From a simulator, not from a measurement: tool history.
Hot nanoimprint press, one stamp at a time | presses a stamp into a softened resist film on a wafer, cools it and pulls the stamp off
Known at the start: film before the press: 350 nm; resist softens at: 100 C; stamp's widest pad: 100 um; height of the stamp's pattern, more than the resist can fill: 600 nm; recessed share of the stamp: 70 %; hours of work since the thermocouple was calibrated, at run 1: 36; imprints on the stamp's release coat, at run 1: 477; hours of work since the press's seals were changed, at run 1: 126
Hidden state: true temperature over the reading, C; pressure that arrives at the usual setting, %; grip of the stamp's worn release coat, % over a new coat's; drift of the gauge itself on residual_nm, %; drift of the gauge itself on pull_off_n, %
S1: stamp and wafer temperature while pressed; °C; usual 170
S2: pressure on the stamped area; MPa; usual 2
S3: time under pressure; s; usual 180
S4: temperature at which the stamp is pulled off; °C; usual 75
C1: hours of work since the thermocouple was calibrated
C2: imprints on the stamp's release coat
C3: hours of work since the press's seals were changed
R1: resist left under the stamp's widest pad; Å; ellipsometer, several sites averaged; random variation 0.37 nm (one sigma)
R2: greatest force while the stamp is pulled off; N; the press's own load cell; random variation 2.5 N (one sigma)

run 1 day=0 | S1=170 S2=2 S3=180 S4=75 | C1=36 C2=477 C3=126 | R1=1273 R2=178
run 2 day=0.288 | S1=166 S2=2 S3=180 S4=75 | C1=40 C2=507 C3=130 | R1=1481 R2=180
run 3 day=0.704 | S1=170 S2=2 S3=180 S4=75 | C1=46 C2=552 C3=136 | R1=1272 R2=188
run 4 day=1.088 | S1=170 S2=2.71 S3=180 S4=75 | C1=52 C2=592 C3=141 | R1=1075 R2=183
run 5 day=1.483 | S1=170 S2=2.71 S3=180 S4=75 | C1=57 C2=634 C3=147 | R1=1072 R2=184
run 6 day=1.838 | S1=170 S2=2.71 S3=180 S4=75 | C1=62 C2=671 C3=152 | R1=1072 R2=182
run 7 day=2.238 | S1=170 S2=2.71 S3=180 S4=75 | C1=68 C2=714 C3=157 | R1=1073 R2=189
run 8 day=2.542 | S1=170 S2=2.71 S3=180 S4=75 | C1=72 C2=746 C3=162 | R1=1078 R2=188
run 9 day=2.762 | S1=170 S2=2 S3=180 S4=75 | C1=75 C2=769 C3=165 | R1=1270 R2=190
run 10 day=3.146 | S1=170 S2=2 S3=180 S4=75 | C1=80 C2=810 C3=170 | R1=1265 R2=195
run 11 day=3.467 | S1=170 S2=3.18 S3=180 S4=76 | C1=85 C2=844 C3=174 | R1=984 R2=190

Forecast run 12:
run 12 day=3.9 | S1=170 S2=3.18 S3=163 S4=80 | C1=91 C2=889 C3=181 | R1=? R2=?

R1: 1019 Å
R2: 169 N
Without the tool's hidden state the same run would have given R1 1011 Å, R2 141 N.
